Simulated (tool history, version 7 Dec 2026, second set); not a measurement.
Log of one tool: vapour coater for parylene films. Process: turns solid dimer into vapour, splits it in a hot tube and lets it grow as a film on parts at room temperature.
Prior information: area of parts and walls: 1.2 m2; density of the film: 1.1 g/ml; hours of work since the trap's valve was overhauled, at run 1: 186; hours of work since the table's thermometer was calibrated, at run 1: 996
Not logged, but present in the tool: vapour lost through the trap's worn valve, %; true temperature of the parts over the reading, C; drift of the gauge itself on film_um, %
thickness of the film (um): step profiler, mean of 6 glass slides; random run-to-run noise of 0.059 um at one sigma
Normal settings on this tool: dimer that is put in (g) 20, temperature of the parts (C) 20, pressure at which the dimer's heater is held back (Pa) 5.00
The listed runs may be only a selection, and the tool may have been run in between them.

| run | hour | dimer that is put in (g) | temperature of the parts (C) | pressure at which the dimer's heater is held back (Pa) | hours of work since the trap's valve was overhauled | hours of work since the table's thermometer was calibrated | thickness of the film (um) |
|---|---|---|---|---|---|---|---|
| 1 | 0.0 | 20 | 20 | 5.00 | 186 | 996 | 6.44 |
| 2 | 18.9 | 20 | 20 | 5.00 | 202 | 1012 | 6.42 |
| 3 | 40.6 | 20 | 20 | 5.00 | 221 | 1031 | 6.41 |
| 4 | 64.7 | 8 | 20 | 5.00 | 242 | 1051 | 2.57 |
| 5 | 81.0 | 8 | 20 | 5.00 | 256 | 1065 | 2.58 |
| 6 | 108.0 | 8 | 20 | 5.00 | 279 | 1089 | 2.51 |
| 7 | 139.8 | 8 | 20 | 5.00 | 306 | 1116 | 2.56 |
| 8 | 160.4 | 8 | 20 | 5.00 | 324 | 1134 | 2.55 |
| 9 | 188.8 | 8 | 20 | 5.00 | 349 | 1158 | 2.48 |
| 10 | 205.2 | 8 | 20 | 5.00 | 363 | 1173 | 2.51 |
| 11 | 235.8 | 8 | 20 | 5.00 | 389 | 1199 | 2.50 |
| 12 | 271.0 | 8 | 20 | 5.00 | 420 | 1229 | 2.49 |
|  | 295.3 | trap's valve overhauled |
| 13 | 310.4 | 8 | 13 | 5.00 | 13 | 1260 | 3.37 |
| 14 | 346.5 | 27 | 20 | 5.00 | 44 | 1291 | 8.96 |
| 15 | 384.5 | 27 | 13 | 5.00 | 77 | 1324 | 11.13 |
| 16 | 408.9 | 27 | 31 | 5.00 | 98 | 1345 | 6.29 |
| 17 | 436.8 | 27 | 31 | 5.00 | 122 | 1369 | 6.25 |
| 18 | 455.5 | 27 | 31 | 5.00 | 138 | 1385 | 6.17 |
| 19 | 488.4 | 27 | 31 | 5.00 | 167 | 1413 | 6.25 |
| 20 | 521.8 | 28 | 18 | 2.90 | 195 | 1442 | 10.25 |
| 21 | 557.2 | 28 | 18 | 2.90 | 226 | 1473 | 10.49 |
| 22 | 586.2 | 28 | 18 | 2.90 | 251 | 1498 | 10.41 |
| 23 | 603.8 | 33 | 19 | 2.90 | 266 | 1513 | 11.58 |
| 24 | 628.0 | 20 | 22 | 3.58 | 287 | 1534 | 6.19 |
| 25 | 647.0 | 20 | 22 | 3.58 | 303 | 1550 | 6.13 |
| 26 | 673.3 | 24 | 15 | 6.02 | 326 | 1573 | 8.54 |
| 27 | 704.6 | 12 | 18 | 5.00 | 353 | 1600 | 4.04 |
| 28 | 736.2 | 12 | 18 | 5.00 | 380 | 1627 | 3.96 |
| 29 | 760.0 | 10 | 15 | 5.32 | 401 | 1648 | 3.57 |
| 30 | 783.6 | 10 | 15 | 5.32 | 421 | 1668 | 3.53 |
|  | 808.4 | trap's valve overhauled |
| 31 | 813.9 | 14 | 25 | 3.23 | 5 | 1691 | 4.29 |
| 32 | 847.7 | 14 | 25 | 5.06 | 34 | 1720 | 3.96 |
| 33 | 882.6 | 26 | 20 | 5.69 | 64 | 1750 | 8.49 |
| 34 | 904.9 | 17 | 29 | 6.17 | 83 | 1769 | 4.07 |
| 35 | 935.6 | 9 | 31 | 2.16 | 110 | 1796 | 2.40 |
| 36 | 956.9 | 9 | 14 | 3.19 | 128 | 1814 | 3.78 |
| 37 | 984.1 | 20 | 16 | 9.17 | 152 | 1838 | 6.84 |
| 38 | 1019.7 | 35 | 21 | 10.69 | 182 | 1868 | 10.02 |

Run by run, hidden condition taken away, random variation retained:
| run | thickness of the film (um) |
|---|---|
| 1 | 6.81 |
| 2 | 6.81 |
| 3 | 6.84 |
| 4 | 2.76 |
| 5 | 2.77 |
| 6 | 2.72 |
| 7 | 2.78 |
| 8 | 2.78 |
| 9 | 2.72 |
| 10 | 2.76 |
| 11 | 2.77 |
| 12 | 2.78 |
| 13 | 3.45 |
| 14 | 9.23 |
| 15 | 11.54 |
| 16 | 6.55 |
| 17 | 6.55 |
| 18 | 6.49 |
| 19 | 6.62 |
| 20 | 10.93 |
| 21 | 11.26 |
| 22 | 11.24 |
| 23 | 12.55 |
| 24 | 6.74 |
| 25 | 6.70 |
| 26 | 9.39 |
| 27 | 4.47 |
| 28 | 4.42 |
| 29 | 4.00 |
| 30 | 3.97 |
| 31 | 4.40 |
| 32 | 4.08 |
| 33 | 8.81 |
| 34 | 4.24 |
| 35 | 2.51 |
| 36 | 3.98 |
| 37 | 7.23 |
| 38 | 10.66 |
